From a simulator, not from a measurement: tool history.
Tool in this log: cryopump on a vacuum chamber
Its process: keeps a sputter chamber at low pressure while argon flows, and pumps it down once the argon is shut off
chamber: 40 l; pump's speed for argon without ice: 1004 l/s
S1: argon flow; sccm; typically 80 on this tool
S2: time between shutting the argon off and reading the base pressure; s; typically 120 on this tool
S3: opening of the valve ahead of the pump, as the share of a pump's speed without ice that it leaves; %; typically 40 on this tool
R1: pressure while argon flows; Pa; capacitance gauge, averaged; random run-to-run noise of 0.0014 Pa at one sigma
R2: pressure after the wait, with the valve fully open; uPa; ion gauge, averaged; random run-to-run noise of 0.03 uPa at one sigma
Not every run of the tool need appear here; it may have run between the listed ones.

{"run": 1, "hour": 0.0, "S1": 80, "S2": 120, "S3": 40, "R1": 0.3385, "R2": 3.62}
{"run": 2, "hour": 25.7, "S1": 60, "S2": 120, "S3": 40, "R1": 0.256, "R2": 3.56}
{"run": 3, "hour": 55.6, "S1": 60, "S2": 120, "S3": 40, "R1": 0.2564, "R2": 3.71}
{"run": 4, "hour": 90.1, "S1": 60, "S2": 120, "S3": 40, "R1": 0.257, "R2": 3.7}
{"run": 5, "hour": 139.0, "S1": 60, "S2": 120, "S3": 40, "R1": 0.2574, "R2": 3.76}
{"run": 6, "hour": 173.0, "S1": 60, "S2": 120, "S3": 40, "R1": 0.2569, "R2": 3.8}
{"run": 7, "hour": 201.3, "S1": 80, "S2": 120, "S3": 44, "R1": 0.3123, "R2": 3.69}
{"run": 8, "hour": 223.2, "S1": 83, "S2": 120, "S3": 40, "R1": 0.3551, "R2": 3.94}
{"run": 9, "hour": 266.8, "S1": 80, "S2": 120, "S3": 19, "R1": 0.7158, "R2": 3.9}
{"run": 10, "hour": 303.8, "S1": 80, "S2": 120, "S3": 40, "R1": 0.346, "R2": 3.92}
{"run": 11, "hour": 330.4, "S1": 80, "S2": 120, "S3": 33, "R1": 0.4159, "R2": 3.98}
{"run": 12, "hour": 370.2, "S1": 80, "S2": 120, "S3": 33, "R1": 0.4172, "R2": 3.93}
{"run": 13, "hour": 396.0, "S1": 80, "S2": 37, "S3": 40, "R1": 0.3478, "R2": 6.84}
{"run": 14, "hour": 442.7, "S1": 80, "S2": 37, "S3": 40, "R1": 0.3475, "R2": 6.66}
{"run": 15, "hour": 484.8, "S1": 80, "S2": 37, "S3": 40, "R1": 0.348, "R2": 6.7}
{"run": 16, "hour": 522.4, "S1": 80, "S2": 37, "S3": 40, "R1": 0.3504, "R2": 6.87}
{"run": 17, "hour": 552.3, "S1": 80, "S2": 64, "S3": 40, "R1": 0.3484, "R2": 5.28}
{"run": 18, "hour": 591.5, "S1": 80, "S2": 66, "S3": 40, "R1": 0.3504, "R2": 5.3}
{"run": 19, "hour": 627.9, "S1": 39, "S2": 88, "S3": 36, "R1": 0.189, "R2": 4.68}
{"run": 20, "hour": 658.6, "S1": 39, "S2": 88, "S3": 36, "R1": 0.1893, "R2": 4.78}
{"run": 21, "hour": 693.5, "S1": 80, "S2": 178, "S3": 40, "R1": 0.3527, "R2": 3.93}
{"run": 22, "hour": 735.2, "S1": 80, "S2": 158, "S3": 29, "R1": 0.4794, "R2": 4.01}
{"run": 23, "hour": 763.8, "S1": 114, "S2": 27, "S3": 17, "R1": 1.1547, "R2": 8.72}

The next listed run, before its measurement:
{"run": 24, "hour": 797.3, "S1": 156, "S2": 120, "S3": 21, "R1": "?", "R2": "?"}

Run 24 came out at R1 1.2907 Pa, R2 4.39 uPa.
The same run, on a tool lacking any hidden state, would have yielded R1 1.2556 Pa, R2 1.49 uPa.

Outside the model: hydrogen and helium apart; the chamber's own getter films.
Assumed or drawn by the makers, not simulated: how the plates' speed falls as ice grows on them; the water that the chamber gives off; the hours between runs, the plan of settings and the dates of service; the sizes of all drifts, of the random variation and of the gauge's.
